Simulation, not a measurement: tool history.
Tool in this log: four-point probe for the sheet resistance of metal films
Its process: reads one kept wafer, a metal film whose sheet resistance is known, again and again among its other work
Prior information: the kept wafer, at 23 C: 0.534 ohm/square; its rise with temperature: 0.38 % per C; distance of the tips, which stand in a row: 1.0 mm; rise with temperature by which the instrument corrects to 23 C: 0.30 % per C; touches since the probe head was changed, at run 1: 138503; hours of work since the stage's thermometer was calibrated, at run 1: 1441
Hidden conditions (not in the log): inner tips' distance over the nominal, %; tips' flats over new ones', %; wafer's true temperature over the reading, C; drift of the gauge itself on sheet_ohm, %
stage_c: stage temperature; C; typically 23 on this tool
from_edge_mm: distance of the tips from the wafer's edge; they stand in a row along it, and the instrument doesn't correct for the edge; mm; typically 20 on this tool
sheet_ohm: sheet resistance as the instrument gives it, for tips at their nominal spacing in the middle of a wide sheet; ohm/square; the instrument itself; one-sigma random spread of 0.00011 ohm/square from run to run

run,day,stage_c,from_edge_mm,touches since the probe head was changed,hours of work since the stage's thermometer was calibrated,sheet_ohm
1,0,23,20,138503,1441,0.53797
2,2.162,23,26,141092,1475,0.53776
3,4.375,23,26,143738,1510,0.538005
4,5.604,23,26,145208,1529,0.537773
5,7.729,23,26,147753,1563,0.538236
6,9.725,23,26,150143,1594,0.537907
7,10.85,23,20,151487,1612,0.538445
8,12.829,23,20,153858,1643,0.538635
9,14.925,23,20,156365,1676,0.538698
10,16.933,23,20,158766,1708,0.538627
11,18.842,23,7,161054,1738,0.543709
12,21.154,23,7,163818,1775,0.543815
13,22.8,23,7,165790,1801,0.543988
14,24.175,23,7,167435,1822,0.543995
15,25.929,23,7,169536,1850,0.544122
16,27.971,23,20,171978,1882,0.538862
17,30.238,23,20,174690,1918,0.539011
18,31.7,23,20,176440,1941,0.539252
19,33.483,23,20,178576,1969,0.539347
20,35.617,25,13,181130,2003,0.540962
21,36.729,25,13,182462,2021,0.541197
# day 37.225: new probe head fitted
22,38.038,23,13,974,2041,0.535161
23,39.938,19,24,3245,2071,0.532283
24,41.475,28,20,5089,2095,0.536483
25,43.858,31,9,7940,2133,0.540313
26,45.367,28,73,9746,2156,0.535917
27,47.225,19,7,11971,2186,0.537943
28,49.642,27,30,14861,2224,0.535688
29,50.983,24,6,16467,2245,0.542158
30,52.975,24,6,18851,2277,0.542539
31,54.529,24,6,20712,2301,0.542442
32,55.596,22,3,21987,2318,0.563688
33,57.683,22,3,24485,2351,0.563745
34,60.238,19,45,27544,2391,0.532723

Below are 4 alternative next runs, each starting from the tool's condition after run 34. Predict each:
A,61.567,21,4,29135,2412,?
B,61.567,20,12,29135,2412,?
C,61.567,34,7,29135,2412,?
D,61.567,18,3,29135,2412,?

run,sheet_ohm
A,0.550769
B,0.535053
C,0.544536
D,0.561983
Without the tool's unlogged condition, the same runs would have read:
run,sheet_ohm
A,0.550385
B,0.534679
C,0.544198
D,0.561581

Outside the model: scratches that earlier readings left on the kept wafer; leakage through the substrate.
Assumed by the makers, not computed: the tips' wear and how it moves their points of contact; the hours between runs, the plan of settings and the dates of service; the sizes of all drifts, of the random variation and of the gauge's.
